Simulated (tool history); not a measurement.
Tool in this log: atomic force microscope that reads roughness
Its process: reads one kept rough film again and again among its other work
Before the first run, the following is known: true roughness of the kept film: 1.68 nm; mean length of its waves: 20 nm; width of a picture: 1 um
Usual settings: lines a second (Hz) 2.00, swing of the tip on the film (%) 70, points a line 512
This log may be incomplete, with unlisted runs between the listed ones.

run	hour	lines a second (Hz)	swing of the tip on the film (%)	points a line	roughness of the kept film (nm (root mean square))
1	0.0	2.00	70	512	1.169
2	54.4	2.00	70	512	0.982
3	91.3	2.00	70	512	0.880
# hour 100.3: new tip fitted
4	139.4	2.00	70	512	1.117
5	171.9	2.00	70	512	1.026
6	212.3	2.00	70	512	0.898
# hour 222.5: new tip fitted
7	255.1	2.00	70	512	1.153
8	315.9	2.00	70	512	0.937
# hour 345.8: new tip fitted
9	374.2	2.00	70	512	1.186
10	433.0	2.00	70	512	0.977
# hour 470.2: new tip fitted
11	471.4	2.00	70	465	1.268
12	536.4	2.00	70	465	1.005
13	578.7	2.00	70	512	0.893
# hour 593.1: new tip fitted
14	623.5	2.00	71	512	1.169
15	671.2	2.00	71	512	0.993
16	705.0	2.70	70	512	0.868
# hour 719.7: new tip fitted
17	738.5	2.70	70	502	1.160
18	780.8	1.78	70	512	1.026
19	837.0	1.59	70	512	0.889
# hour 846.0: new tip fitted
20	888.1	1.59	70	512	1.107
21	929.2	1.96	80	512	0.916
# hour 971.2: new tip fitted
22	971.2	2.94	68	367	1.262
# hour 977.9: height scale calibrated on a step standard
23	1012.4	3.19	70	512	1.070
24	1053.5	3.19	70	512	0.927
25	1089.2	3.19	70	512	0.840
# hour 1098.4: new tip fitted
26	1129.2	1.01	61	375	1.219
# hour 1176.8: height scale calibrated on a step standard, once more
27	1176.8	0.69	70	956	1.071
28	1218.5	0.69	70	956	0.955
# hour 1222.5: new tip fitted
29	1278.6	2.97	82	729	0.939
30	1340.3	2.13	70	819	0.889
# hour 1345.8: new tip fitted
31	1391.6	0.61	76	537	1.167
32	1441.6	2.73	83	995	0.858
# hour 1468.8: new tip fitted
33	1486.1	2.73	83	995	1.095
34	1546.9	2.00	61	886	1.034
35	1576.1	3.25	61	534	0.921
# hour 1594.7: new tip fitted
36	1636.0	3.25	61	534	1.141
37	1691.3	1.35	66	451	1.013
# hour 1720.2: new tip fitted
38	1740.3	0.99	76	684	1.222

Forecast each of these 3 alternatives for the next run:
A	1774.2	0.70	62	435	?
B	1774.2	2.83	79	277	?
C	1774.2	1.55	70	311	?

run	roughness of the kept film (nm (root mean square))
A	1.117
B	0.933
C	1.062
The same runs, with their run-to-run variation unchanged, on a tool lacking any hidden condition would have given:
run	roughness of the kept film (nm (root mean square))
A	1.390
B	1.161
C	1.321

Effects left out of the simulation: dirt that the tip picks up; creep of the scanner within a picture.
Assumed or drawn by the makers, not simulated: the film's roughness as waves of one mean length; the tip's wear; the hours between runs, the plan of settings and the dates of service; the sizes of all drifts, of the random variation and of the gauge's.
